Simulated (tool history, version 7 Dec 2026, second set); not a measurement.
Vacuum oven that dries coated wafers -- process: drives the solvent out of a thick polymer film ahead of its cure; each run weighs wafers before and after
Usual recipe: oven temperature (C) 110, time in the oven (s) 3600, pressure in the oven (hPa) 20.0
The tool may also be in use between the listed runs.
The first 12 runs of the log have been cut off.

| run | day | oven temperature (C) | time in the oven (s) | pressure in the oven (hPa) | solvent left in the film (%) |
|---|---|---|---|---|---|
| 13 | 20.225 | 110 | 3600 | 23.5 | 3.82 |
| 14 | 21.925 | 110 | 3600 | 20.0 | 3.65 |
| 15 | 23.317 | 110 | 4200 | 20.0 | 2.91 |
| 16 | 24.292 | 110 | 4200 | 20.0 | 2.96 |
| 17 | 26.104 | 97 | 6300 | 51.9 | 6.24 |
| 18 | 27.288 | 110 | 1860 | 15.1 | 7.67 |
| 19 | 29.267 | 112 | 2760 | 20.0 | 4.72 |
| 20 | 30.917 | 112 | 4860 | 26.2 | 2.39 |
| 21 | 32.500 | 111 | 2160 | 13.8 | 6.32 |
| 22 | 33.983 | 111 | 2160 | 13.8 | 6.39 |

What does the tool deliver on the next run?
| 23 | 35.542 | 110 | 2940 | 15.3 | ? |

For run 23 the tool returned solvent left in the film (%) 4.63.
If the tool had no hidden condition, the same run with the same run-to-run variation would have returned solvent left in the film (%) 4.22.

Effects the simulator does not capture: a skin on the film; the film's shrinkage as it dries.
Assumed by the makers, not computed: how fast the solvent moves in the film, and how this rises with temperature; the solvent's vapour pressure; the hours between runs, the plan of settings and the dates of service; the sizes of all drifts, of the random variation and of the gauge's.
